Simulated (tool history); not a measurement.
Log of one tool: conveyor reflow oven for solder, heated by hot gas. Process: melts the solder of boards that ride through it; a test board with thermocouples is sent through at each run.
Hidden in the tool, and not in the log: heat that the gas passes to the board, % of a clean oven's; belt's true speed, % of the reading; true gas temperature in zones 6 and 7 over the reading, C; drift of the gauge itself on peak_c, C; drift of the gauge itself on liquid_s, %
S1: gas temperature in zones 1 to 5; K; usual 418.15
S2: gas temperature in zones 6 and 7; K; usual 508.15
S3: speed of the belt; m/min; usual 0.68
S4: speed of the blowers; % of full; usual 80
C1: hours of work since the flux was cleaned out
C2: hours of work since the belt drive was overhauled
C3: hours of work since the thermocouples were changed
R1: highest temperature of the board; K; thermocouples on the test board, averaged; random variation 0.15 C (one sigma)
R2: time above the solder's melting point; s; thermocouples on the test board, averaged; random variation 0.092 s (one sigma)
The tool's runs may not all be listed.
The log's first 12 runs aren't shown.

run,hour,S1,S2,S3,S4,C1,C2,C3,R1,R2
13,146.7,418.15,508.15,0.68,80,77,275,556,493.15,57.12
14,154.3,405.15,508.15,0.68,80,81,279,560,491.15,51.05
15,169.7,405.15,508.15,0.68,80,89,287,568,490.55,51.26
16,177.9,405.15,508.15,0.68,80,94,292,573,490.55,51.27
17,188.7,419.15,500.15,0.68,85,99,297,579,487.55,53.91
18,197.9,419.15,500.15,0.68,85,104,302,583,487.15,54
19,210.1,418.15,500.15,0.708,85,111,309,590,485.75,50.11
20,217.5,418.15,511.15,0.68,80,115,313,594,495.45,58.44
21,226.6,418.15,511.15,0.68,80,119,317,598,495.15,58.41
22,244.4,418.15,511.15,0.68,80,129,327,608,495.45,58.61
23,255.8,418.15,515.15,0.611,85,135,333,614,503.25,70.24
24,274.2,415.15,508.15,0.68,68,145,342,624,489.25,52.58
25,291.3,415.15,508.15,0.68,68,154,351,633,489.35,52.6
26,301.6,418.15,510.15,0.68,80,159,357,638,494.55,57.8
27,319.1,405.15,506.15,0.735,80,168,366,647,485.75,43.35
28,335,405.15,506.15,0.728,80,177,374,656,486.15,44.05
29,350.3,418.15,515.15,0.704,80,185,383,664,497.35,57.41
30,359.6,414.15,511.15,0.68,80,190,387,669,494.65,56.44
31,371.9,426.15,511.15,0.68,80,196,394,675,496.55,62.21
32,388.5,430.15,501.15,0.68,87,205,403,684,490.35,60.51

3 ways to go on from here, each from the tool as it stands after run 32. What would each give?
A,404.8,425.15,508.15,0.715,57,213,411,692,?,?
B,404.8,414.15,508.15,0.68,80,213,411,692,?,?
C,404.8,418.15,502.15,0.68,61,213,411,692,?,?

run,R1,R2
A,485.65,50.08
B,491.75,54.94
C,482.65,47.71
Without the tool's hidden state the same runs would have given:
run,R1,R2
A,485.75,50.1
B,492.05,55
C,482.65,47.78
